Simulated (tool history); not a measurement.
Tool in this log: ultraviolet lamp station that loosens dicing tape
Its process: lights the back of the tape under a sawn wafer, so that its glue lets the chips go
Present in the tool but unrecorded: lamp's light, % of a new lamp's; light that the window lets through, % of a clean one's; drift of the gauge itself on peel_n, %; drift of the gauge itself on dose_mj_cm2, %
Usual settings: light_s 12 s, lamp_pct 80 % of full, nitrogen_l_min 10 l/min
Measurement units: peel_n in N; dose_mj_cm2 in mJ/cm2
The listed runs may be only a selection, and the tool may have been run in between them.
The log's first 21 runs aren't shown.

| run | day | light_s | lamp_pct | nitrogen_l_min | hours of work of the lamp | hours of work since the window was cleaned | peel_n | dose_mj_cm2 |
|---|---|---|---|---|---|---|---|---|
| 22 | 5.217 | 11 | 76 | 5 | 215 | 7 | 1.133 | 400 |
| 23 | 5.533 | 21 | 82 | 5 | 219 | 11 | 0.232 | 819 |
| 24 | 5.771 | 21 | 62 | 5 | 222 | 14 | 0.405 | 614 |
| 25 | 6.125 | 21 | 62 | 5 | 227 | 19 | 0.412 | 614 |
| 26 | 6.383 | 10 | 75 | 16 | 231 | 23 | 0.556 | 356 |
| 27 | 6.554 | 22 | 80 | 6 | 233 | 25 | 0.184 | 830 |
| 28 | 6.862 | 17 | 99 | 6 | 237 | 29 | 0.212 | 784 |
| 29 | 7.071 | 17 | 99 | 6 | 240 | 32 | 0.204 | 792 |
| 30 | 7.325 | 7 | 90 | 4 | 244 | 35 | 2.268 | 295 |
| 31 | 7.617 | 18 | 80 | 18 | 248 | 39 | 0.158 | 672 |
| 32 | 7.896 | 11 | 86 | 9 | 252 | 43 | 0.526 | 442 |
| 33 | 8.217 | 11 | 86 | 4 | 256 | 48 | 1.101 | 436 |

Below are 3 alternative next runs, each starting from the tool's condition after run 33. Predict each:
| A | 8.433 | 11 | 92 | 6 | 259 | 51 | ? | ? |
| B | 8.433 | 11 | 95 | 19 | 259 | 51 | ? | ? |
| C | 8.433 | 11 | 86 | 5 | 259 | 51 | ? | ? |

| run | peel_n | dose_mj_cm2 |
|---|---|---|
| A | 0.638 | 469 |
| B | 0.249 | 485 |
| C | 0.919 | 442 |
Without the tool's unlogged condition, the same runs would have read:
| run | peel_n | dose_mj_cm2 |
|---|---|---|
| A | 0.534 | 505 |
| B | 0.219 | 522 |
| C | 0.776 | 476 |
